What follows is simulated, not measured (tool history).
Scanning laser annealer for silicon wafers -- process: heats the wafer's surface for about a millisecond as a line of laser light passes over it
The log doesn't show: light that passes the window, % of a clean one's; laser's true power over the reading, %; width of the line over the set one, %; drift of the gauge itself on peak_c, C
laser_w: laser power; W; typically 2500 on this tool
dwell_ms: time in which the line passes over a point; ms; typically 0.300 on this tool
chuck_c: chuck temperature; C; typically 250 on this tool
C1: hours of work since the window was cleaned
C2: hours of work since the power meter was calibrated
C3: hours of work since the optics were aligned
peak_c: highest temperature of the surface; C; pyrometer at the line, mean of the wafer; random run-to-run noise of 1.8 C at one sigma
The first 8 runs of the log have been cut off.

run 9 hour=84.9 | laser_w=2500 dwell_ms=0.378 chuck_c=250 | C1=666 C2=373 C3=458 | peak_c=1153
-- hour=92.8 window over the wafer cleaned
run 10 hour=94.1 | laser_w=2500 dwell_ms=0.378 chuck_c=250 | C1=1 C2=377 C3=463 | peak_c=1167
run 11 hour=106.3 | laser_w=2535 dwell_ms=0.300 chuck_c=250 | C1=8 C2=385 C3=471 | peak_c=1058
run 12 hour=115.8 | laser_w=2535 dwell_ms=0.300 chuck_c=250 | C1=14 C2=391 C3=477 | peak_c=1062
run 13 hour=126.0 | laser_w=2500 dwell_ms=0.300 chuck_c=250 | C1=21 C2=397 C3=483 | peak_c=1053
run 14 hour=134.3 | laser_w=2500 dwell_ms=0.300 chuck_c=285 | C1=26 C2=403 C3=488 | peak_c=1089
run 15 hour=142.6 | laser_w=2500 dwell_ms=0.300 chuck_c=250 | C1=31 C2=408 C3=493 | peak_c=1051
run 16 hour=157.0 | laser_w=2672 dwell_ms=0.300 chuck_c=250 | C1=40 C2=417 C3=502 | peak_c=1099
run 17 hour=166.6 | laser_w=2672 dwell_ms=0.300 chuck_c=236 | C1=46 C2=423 C3=508 | peak_c=1086
run 18 hour=176.5 | laser_w=2672 dwell_ms=0.300 chuck_c=236 | C1=53 C2=429 C3=515 | peak_c=1081
run 19 hour=190.3 | laser_w=2500 dwell_ms=0.300 chuck_c=215 | C1=61 C2=438 C3=523 | peak_c=1017
run 20 hour=198.5 | laser_w=2500 dwell_ms=0.300 chuck_c=215 | C1=66 C2=443 C3=529 | peak_c=1015
run 21 hour=210.0 | laser_w=2500 dwell_ms=0.300 chuck_c=215 | C1=74 C2=450 C3=536 | peak_c=1016
run 22 hour=222.2 | laser_w=2500 dwell_ms=0.300 chuck_c=215 | C1=81 C2=458 C3=543 | peak_c=1014
run 23 hour=233.2 | laser_w=2500 dwell_ms=0.300 chuck_c=215 | C1=88 C2=465 C3=550 | peak_c=1013
run 24 hour=247.4 | laser_w=2500 dwell_ms=0.300 chuck_c=215 | C1=97 C2=474 C3=559 | peak_c=1015
run 25 hour=255.6 | laser_w=2500 dwell_ms=0.217 chuck_c=245 | C1=102 C2=479 C3=564 | peak_c=903
run 26 hour=262.6 | laser_w=2432 dwell_ms=0.310 chuck_c=251 | C1=107 C2=483 C3=569 | peak_c=1048
run 27 hour=276.8 | laser_w=2432 dwell_ms=0.310 chuck_c=251 | C1=116 C2=492 C3=578 | peak_c=1045
run 28 hour=289.6 | laser_w=2432 dwell_ms=0.267 chuck_c=230 | C1=124 C2=500 C3=586 | peak_c=956

Forecast run 29:
run 29 hour=303.5 | laser_w=2131 dwell_ms=0.302 chuck_c=230 | C1=133 C2=509 C3=595 | peak_c=?

Run 29 came out at peak_c 922 C.
Had the tool carried no hidden state, the very same run would have given peak_c 923 C.

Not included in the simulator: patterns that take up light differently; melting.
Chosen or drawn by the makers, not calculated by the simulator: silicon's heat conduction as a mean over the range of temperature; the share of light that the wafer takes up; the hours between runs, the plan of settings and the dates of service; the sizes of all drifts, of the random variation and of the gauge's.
